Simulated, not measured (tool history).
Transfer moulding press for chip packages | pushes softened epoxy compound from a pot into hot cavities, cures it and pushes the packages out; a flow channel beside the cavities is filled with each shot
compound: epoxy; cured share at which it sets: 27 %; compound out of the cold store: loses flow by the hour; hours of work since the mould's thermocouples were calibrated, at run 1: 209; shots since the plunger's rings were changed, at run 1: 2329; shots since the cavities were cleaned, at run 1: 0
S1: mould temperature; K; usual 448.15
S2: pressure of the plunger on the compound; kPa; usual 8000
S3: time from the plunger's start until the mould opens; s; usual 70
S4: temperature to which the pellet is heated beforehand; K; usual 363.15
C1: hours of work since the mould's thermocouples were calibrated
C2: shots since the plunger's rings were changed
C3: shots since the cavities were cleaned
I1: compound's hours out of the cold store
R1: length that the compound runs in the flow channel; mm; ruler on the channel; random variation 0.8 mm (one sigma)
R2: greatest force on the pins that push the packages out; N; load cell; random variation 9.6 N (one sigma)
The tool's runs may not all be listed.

| run | hour | S1 | S2 | S3 | S4 | C1 | C2 | C3 | I1 | R1 | R2 |
|---|---|---|---|---|---|---|---|---|---|---|---|
| 1 | 0 | 448.15 | 8000 | 70 | 363.15 | 209 | 2329 | 0 | 40.1 | 574.6 | 436 |
| 2 | 7.6 | 448.15 | 8000 | 70 | 363.15 | 214 | 2460 | 131 | 41.3 | 569.9 | 598 |
| 3 | 15.8 | 448.15 | 8000 | 70 | 373.15 | 221 | 2602 | 273 | 34.6 | 584.3 | 721 |
| 4 | 28.1 | 448.15 | 7860 | 70 | 363.15 | 230 | 2816 | 487 | 11.5 | 637.3 | 830 |
| 5 | 42.7 | 448.15 | 7860 | 70 | 363.15 | 241 | 3070 | 741 | 10.7 | 640.2 | 905 |
|  | 50.7 | cavities cleaned with cleaning compound and waxed |
| 6 | 60.5 | 448.15 | 7860 | 70 | 363.15 | 253 | 3352 | 170 | 9 | 642 | 649 |
| 7 | 75 | 448.15 | 7860 | 70 | 369.15 | 264 | 3604 | 422 | 15.5 | 623.8 | 782 |
| 8 | 81.6 | 447.15 | 8000 | 70 | 363.15 | 269 | 3719 | 537 | 22.4 | 615.1 | 881 |
| 9 | 97.3 | 448.15 | 8000 | 70 | 361.15 | 280 | 3991 | 809 | 29.8 | 594.4 | 840 |
|  | 101.1 | cavities cleaned with cleaning compound and waxed |
| 10 | 112.8 | 448.15 | 8000 | 70 | 363.15 | 291 | 4233 | 201 | 20.7 | 614 | 679 |
|  | 125 | plunger's sealing rings changed |
| 11 | 125.3 | 448.15 | 8000 | 70 | 363.15 | 298 | 6 | 376 | 23.3 | 625.1 | 747 |
| 12 | 141.7 | 448.15 | 8000 | 70 | 363.15 | 311 | 290 | 660 | 16.1 | 644.1 | 853 |
|  | 153.9 | cavities cleaned with cleaning compound and waxed |
| 13 | 159.5 | 448.15 | 8000 | 70 | 363.15 | 323 | 572 | 96 | 45.4 | 568.9 | 561 |
| 14 | 170.6 | 448.15 | 8000 | 70 | 363.15 | 331 | 766 | 290 | 11.8 | 651.2 | 755 |
| 15 | 183.8 | 451.15 | 8000 | 88 | 363.15 | 341 | 994 | 518 | 47.8 | 553.4 | 674 |
|  | 186.8 | mould's thermocouples calibrated |
| 16 | 198.4 | 451.15 | 8000 | 70 | 364.15 | 9 | 1213 | 737 | 29.1 | 597.2 | 821 |
|  | 206.4 | cavities cleaned with cleaning compound and waxed |
| 17 | 207.2 | 448.15 | 8000 | 64 | 363.15 | 14 | 1340 | 14 | 9.2 | 658.4 | 577 |
| 18 | 218.2 | 445.15 | 8000 | 64 | 366.15 | 22 | 1530 | 204 | 29.3 | 615.4 | 939 |
| 19 | 225.2 | 453.15 | 6310 | 64 | 364.15 | 27 | 1651 | 325 | 13.6 | 558 | 688 |
| 20 | 241 | 453.15 | 6310 | 64 | 364.15 | 39 | 1926 | 600 | 32.2 | 516.5 | 794 |
| 21 | 250.3 | 453.15 | 6310 | 64 | 364.15 | 46 | 2088 | 762 | 12.4 | 559.4 | 857 |
|  | 257.7 | cavities cleaned with cleaning compound and waxed |
| 22 | 267.9 | 441.15 | 6810 | 64 | 364.15 | 58 | 2366 | 177 | 21.8 | 598 | 1282 |
| 23 | 274.8 | 455.15 | 7560 | 91 | 355.15 | 63 | 2486 | 297 | 45.1 | 531.1 | 592 |

Forecast run 24:
|  | 277.5 | mould's thermocouples calibrated, once more |
| 24 | 286.6 | 445.15 | 6680 | 63 | 355.15 | 7 | 2657 | 468 | 11.9 | ? | ? |

Run 24 gave R1 594.1 mm, R2 1164 N.
Without the tool's hidden state the same run would have given R1 605 mm, R2 648 N.
